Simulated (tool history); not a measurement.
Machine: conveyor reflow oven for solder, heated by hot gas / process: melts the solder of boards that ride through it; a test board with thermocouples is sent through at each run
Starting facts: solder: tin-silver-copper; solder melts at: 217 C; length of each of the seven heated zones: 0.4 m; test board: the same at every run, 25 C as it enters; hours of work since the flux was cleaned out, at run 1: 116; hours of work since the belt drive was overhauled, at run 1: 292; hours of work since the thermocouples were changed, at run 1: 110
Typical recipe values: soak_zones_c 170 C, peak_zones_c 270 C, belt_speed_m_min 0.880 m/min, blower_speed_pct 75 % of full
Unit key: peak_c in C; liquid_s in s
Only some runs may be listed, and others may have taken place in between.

run,day,soak_zones_c,peak_zones_c,belt_speed_m_min,blower_speed_pct,hours of work since the flux was cleaned out,hours of work since the belt drive was overhauled,hours of work since the thermocouples were changed,peak_c,liquid_s
1,0.000,170,270,0.880,75,116,292,110,252.8,39.8
2,0.375,170,270,0.880,75,120,296,114,252.3,39.8
3,0.662,170,270,0.762,75,123,299,117,257.2,49.5
4,1.067,170,270,0.762,75,128,303,121,256.3,49.3
5,1.288,170,270,0.762,75,130,306,124,256.9,49.1
6,1.617,170,270,0.762,75,134,309,127,256.9,49.4
7,2.042,170,270,0.762,75,138,314,132,256.4,49.3
8,2.279,170,270,0.880,75,141,316,135,251.6,39.6
9,2.708,170,270,0.880,88,146,321,139,254.3,41.4
10,2.942,170,270,0.880,88,148,324,142,254.5,41.0
11,3.279,170,270,0.880,84,152,327,146,253.4,40.6
12,3.483,170,270,0.880,84,154,329,148,253.2,40.7
13,3.862,165,270,0.880,84,158,334,152,253.1,39.1
14,4.138,165,270,0.880,84,161,337,155,252.0,39.1
15,4.562,170,270,0.880,75,166,341,159,252.2,39.5
16,4.954,157,277,0.766,51,170,345,164,255.8,44.4
17,5.375,157,277,0.766,51,175,350,168,255.5,43.9
18,5.800,158,277,0.766,74,179,355,173,261.0,48.1
# day 5.988: belt drive overhauled, speed set with a stopwatch
19,6.304,160,271,0.926,66,183,3,177,246.6,32.5
20,6.621,170,266,0.880,69,186,7,180,247.4,37.5
# day 6.812: belt drive overhauled, speed set with a stopwatch, once more
21,7.150,170,266,0.880,69,190,4,184,247.0,36.6
22,7.462,170,269,0.880,75,194,7,187,251.1,39.0
23,7.875,170,269,0.880,75,198,12,192,250.8,38.9
24,8.175,168,269,0.726,62,201,15,195,254.5,49.9
25,8.358,175,270,0.880,82,203,17,197,254.1,41.8
26,8.604,184,270,0.792,75,206,19,200,257.1,52.0
27,8.804,165,259,0.993,75,208,22,202,237.2,24.0
28,9.208,156,260,1.030,55,213,26,206,228.1,13.9

Forecast run 29:
29,9.629,156,260,1.030,55,217,31,211,?,?

peak_c: 228.1 C
liquid_s: 13.7 s
Take away the tool's hidden state, keep the run-to-run variation as it was, and the same run would have given peak_c 229.0 C, liquid_s 14.7 s.
